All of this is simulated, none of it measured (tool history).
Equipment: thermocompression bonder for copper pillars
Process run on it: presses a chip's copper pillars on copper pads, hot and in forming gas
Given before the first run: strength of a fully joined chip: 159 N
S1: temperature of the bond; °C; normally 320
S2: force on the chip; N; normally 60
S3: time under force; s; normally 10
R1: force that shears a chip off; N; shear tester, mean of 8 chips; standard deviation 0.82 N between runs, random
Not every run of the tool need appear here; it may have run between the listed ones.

run,day,S1,S2,S3,R1
1,0.000,320,60,10,60.1
2,0.838,320,60,10,58.2
3,2.229,320,60,22,77.4
4,3.592,320,60,22,76.4
5,4.917,320,60,22,74.9
6,5.700,320,60,22,73.6
7,6.600,320,59,22,72.6
8,7.525,320,59,22,69.0
9,8.354,345,60,10,69.9
10,9.208,340,60,10,74.5
11,10.475,340,60,10,72.8
12,11.083,340,60,10,72.4
13,12.038,340,60,10,70.5
14,13.129,340,60,10,69.6
15,14.071,320,60,10,56.8
16,14.917,350,60,10,76.1
17,16.238,350,60,10,73.1
18,17.175,320,60,10,51.9
19,17.825,320,60,10,52.7
20,18.917,320,60,10,53.9
21,19.612,314,60,24,68.7
22,20.271,339,60,24,87.3
23,21.158,327,60,27,91.0
24,21.846,327,60,10,64.4
25,23.250,307,60,7,41.7
26,24.062,307,60,7,41.5
27,25.062,339,58,7,60.2
28,25.642,309,60,9,46.8
29,26.454,340,87,14,95.3
30,27.408,321,60,9,53.1
31,28.329,321,60,9,51.0
32,29.221,324,37,5,28.8
33,29.933,324,37,5,27.8
34,31.125,320,77,23,81.6
35,31.771,313,65,14,63.3
36,32.854,312,86,10,67.1
37,33.717,320,38,10,39.9
38,34.483,320,38,10,38.5
39,35.262,320,38,10,38.6
40,36.612,320,38,10,38.4

The log once held 5 entries between its listed runs, left out of this copy. Where does each go, and what is different about the tool's unlogged condition between the listed run before it and the listed run after it?
Run 9 -> run 10: forming gas filter changed (day 9.088)
  true temperature of the bond over the reading, C: -5.8 -> -5.9; force that reaches the chip, % of what is set: 96.8 -> 96.7; oxide that the forming gas leaves, % of the face: 11.53 -> 0.74
  measured less the result without the state, R1: -14.8 -> -6.3 N
Run 16 -> run 17: force cell calibrated (day 15.050)
  true temperature of the bond over the reading, C: -6.6 -> -6.7; force that reaches the chip, % of what is set: 95.6 -> 94.5; oxide that the forming gas leaves, % of the face: 6.73 -> 8.07
  measured less the result without the state, R1: -12.5 -> -14.0 N
Run 19 -> run 20: force cell calibrated, once more (day 18.400)
  true temperature of the bond over the reading, C: -6.9 -> -7.1; force that reaches the chip, % of what is set: 94.2 -> 99.5; oxide that the forming gas leaves, % of the face: 9.77 -> 10.88
  measured less the result without the state, R1: -13.1 -> -11.4 N
Run 22 -> run 23: forming gas filter changed (day 20.350)
  true temperature of the bond over the reading, C: -7.2 -> -7.4; force that reaches the chip, % of what is set: 99.2 -> 99; oxide that the forming gas leaves, % of the face: 12.29 -> 1.58
  measured less the result without the state, R1: -18.0 -> -7.8 N
Run 34 -> run 35: forming gas filter changed (day 31.525)
  force that reaches the chip, % of what is set: 97.1 -> 97; oxide that the forming gas leaves, % of the face: 12.55 -> 0.75
  measured less the result without the state, R1: -20.0 -> -8.2 N

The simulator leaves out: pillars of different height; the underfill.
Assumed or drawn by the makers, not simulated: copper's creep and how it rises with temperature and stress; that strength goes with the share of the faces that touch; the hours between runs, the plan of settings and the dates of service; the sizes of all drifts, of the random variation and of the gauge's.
